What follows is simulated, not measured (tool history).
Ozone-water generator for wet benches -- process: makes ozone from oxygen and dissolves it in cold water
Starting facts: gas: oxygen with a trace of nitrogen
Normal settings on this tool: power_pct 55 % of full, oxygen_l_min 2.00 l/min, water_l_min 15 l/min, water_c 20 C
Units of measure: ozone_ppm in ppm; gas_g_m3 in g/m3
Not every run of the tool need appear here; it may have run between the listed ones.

Run 1, hour 0.0: usual settings. Result: ozone_ppm 8.3 ppm, gas_g_m3 142.1 g/m3.
Run 2, hour 21.5: usual settings. Result: ozone_ppm 8.4 ppm, gas_g_m3 142.5 g/m3.
Run 3, hour 59.9: usual settings but power_pct 94 % of full. Result: ozone_ppm 11.6 ppm, gas_g_m3 194.1 g/m3.
Run 4, hour 92.6: usual settings. Result: ozone_ppm 8.4 ppm, gas_g_m3 141.9 g/m3.
Run 5, hour 137.8: usual settings. Result: ozone_ppm 8.4 ppm, gas_g_m3 141.4 g/m3.
Run 6, hour 168.4: usual settings but oxygen_l_min 1.90 l/min. Result: ozone_ppm 8.3 ppm, gas_g_m3 145.3 g/m3.
Run 7, hour 191.5: usual settings but oxygen_l_min 1.90 l/min. Result: ozone_ppm 8.3 ppm, gas_g_m3 145.8 g/m3.
Run 8, hour 216.0: usual settings but water_c 21 C. Result: ozone_ppm 8.1 ppm, gas_g_m3 141.7 g/m3.
Run 9, hour 247.0: usual settings but water_c 21 C. Result: ozone_ppm 8.2 ppm, gas_g_m3 141.5 g/m3.
Run 10, hour 276.6: usual settings but water_l_min 19 l/min. Result: ozone_ppm 6.5 ppm, gas_g_m3 141.5 g/m3.
Run 11, hour 304.8: usual settings. Result: ozone_ppm 8.6 ppm, gas_g_m3 141.7 g/m3.
Run 12, hour 337.0: usual settings. Result: ozone_ppm 8.0 ppm, gas_g_m3 142.4 g/m3.
At hour 361.6: water thermometer calibrated.
Run 13, hour 361.6: usual settings. Result: ozone_ppm 8.3 ppm, gas_g_m3 141.5 g/m3.
Run 14, hour 384.4: usual settings but power_pct 69 % of full. Result: ozone_ppm 9.6 ppm, gas_g_m3 161.7 g/m3.
Run 15, hour 420.2: usual settings but oxygen_l_min 1.58 l/min. Result: ozone_ppm 7.6 ppm, gas_g_m3 153.3 g/m3.
Run 16, hour 444.4: usual settings but water_l_min 19 l/min. Result: ozone_ppm 6.4 ppm, gas_g_m3 139.7 g/m3.
Run 17, hour 468.5: usual settings but power_pct 40 % of full, oxygen_l_min 1.39 l/min, water_l_min 19 l/min. Result: ozone_ppm 4.4 ppm, gas_g_m3 133.5 g/m3.
Run 18, hour 492.3: usual settings but power_pct 40 % of full, oxygen_l_min 1.39 l/min, water_l_min 19 l/min. Result: ozone_ppm 4.7 ppm, gas_g_m3 132.7 g/m3.
Run 19, hour 541.9: usual settings but power_pct 40 % of full, oxygen_l_min 1.39 l/min, water_l_min 19 l/min. Result: ozone_ppm 4.5 ppm, gas_g_m3 133.1 g/m3.
At hour 562.0: water thermometer calibrated, once more.
Run 20, hour 575.1: usual settings but power_pct 85 % of full, oxygen_l_min 1.39 l/min, water_l_min 19 l/min. Result: ozone_ppm 7.0 ppm, gas_g_m3 206.4 g/m3.
Run 21, hour 601.1: usual settings but power_pct 85 % of full, oxygen_l_min 1.39 l/min, water_l_min 19 l/min. Result: ozone_ppm 7.1 ppm, gas_g_m3 207.2 g/m3.
Run 22, hour 654.1: usual settings but power_pct 85 % of full, oxygen_l_min 1.39 l/min, water_l_min 19 l/min. Result: ozone_ppm 7.1 ppm, gas_g_m3 208.0 g/m3.
Run 23, hour 682.0: usual settings but power_pct 85 % of full, oxygen_l_min 1.39 l/min, water_l_min 19 l/min. Result: ozone_ppm 7.1 ppm, gas_g_m3 209.6 g/m3.
Run 24, hour 715.7: usual settings but power_pct 87 % of full, oxygen_l_min 1.24 l/min, water_l_min 19 l/min, water_c 24 C. Result: ozone_ppm 6.6 ppm, gas_g_m3 220.2 g/m3.
Run 25, hour 768.4: usual settings but oxygen_l_min 1.18 l/min, water_c 14 C. Result: ozone_ppm 7.1 ppm, gas_g_m3 170.5 g/m3.
Run 26, hour 798.5: usual settings but oxygen_l_min 1.03 l/min, water_l_min 11 l/min. Result: ozone_ppm 9.1 ppm, gas_g_m3 180.1 g/m3.
Run 27, hour 822.6: usual settings but power_pct 98 % of full, oxygen_l_min 2.22 l/min, water_l_min 13 l/min. Result: ozone_ppm 13.8 ppm, gas_g_m3 188.4 g/m3.
Run 28, hour 859.9: usual settings but power_pct 79 % of full, oxygen_l_min 2.86 l/min, water_l_min 23 l/min, water_c 16 C. Result: ozone_ppm 7.4 ppm, gas_g_m3 151.8 g/m3.
At hour 875.3: contactor cleaned.
Run 29, hour 913.4: usual settings but power_pct 79 % of full, oxygen_l_min 2.86 l/min, water_l_min 23 l/min, water_c 16 C. Result: ozone_ppm 7.9 ppm, gas_g_m3 151.6 g/m3.
Run 30, hour 953.0: usual settings but power_pct 79 % of full, oxygen_l_min 2.66 l/min, water_l_min 23 l/min, water_c 16 C. Result: ozone_ppm 7.5 ppm, gas_g_m3 153.5 g/m3.
Run 31, hour 995.9: usual settings but power_pct 97 % of full, oxygen_l_min 2.66 l/min, water_l_min 23 l/min, water_c 25 C. Result: ozone_ppm 7.9 ppm, gas_g_m3 175.1 g/m3.
Run 32, hour 1031.0: usual settings but power_pct 49 % of full, oxygen_l_min 2.66 l/min, water_l_min 10 l/min, water_c 25 C. Result: ozone_ppm 11.7 ppm, gas_g_m3 117.7 g/m3.

Branching from run 32: 3 alternative next runs. What would each branch give?
Run A, hour 1080.4: usual settings but water_l_min 16 l/min. Result: ozone_ppm ?, gas_g_m3 ?.
Run B, hour 1080.4: usual settings but power_pct 49 % of full, oxygen_l_min 2.66 l/min, water_l_min 13 l/min, water_c 13 C. Result: ozone_ppm ?, gas_g_m3 ?.
Run C, hour 1080.4: usual settings but power_pct 49 % of full, oxygen_l_min 1.11 l/min, water_l_min 13 l/min, water_c 25 C. Result: ozone_ppm ?, gas_g_m3 ?.

run  ozone_ppm  gas_g_m3
  A        8.1     139.1
  B       10.8     118.7
  C        7.4     161.6
With the hidden condition removed and each run's random variation left untouched, the same runs would have given:
run  ozone_ppm  gas_g_m3
  A        8.4     143.7
  B       11.2     122.3
  C        7.6     166.5
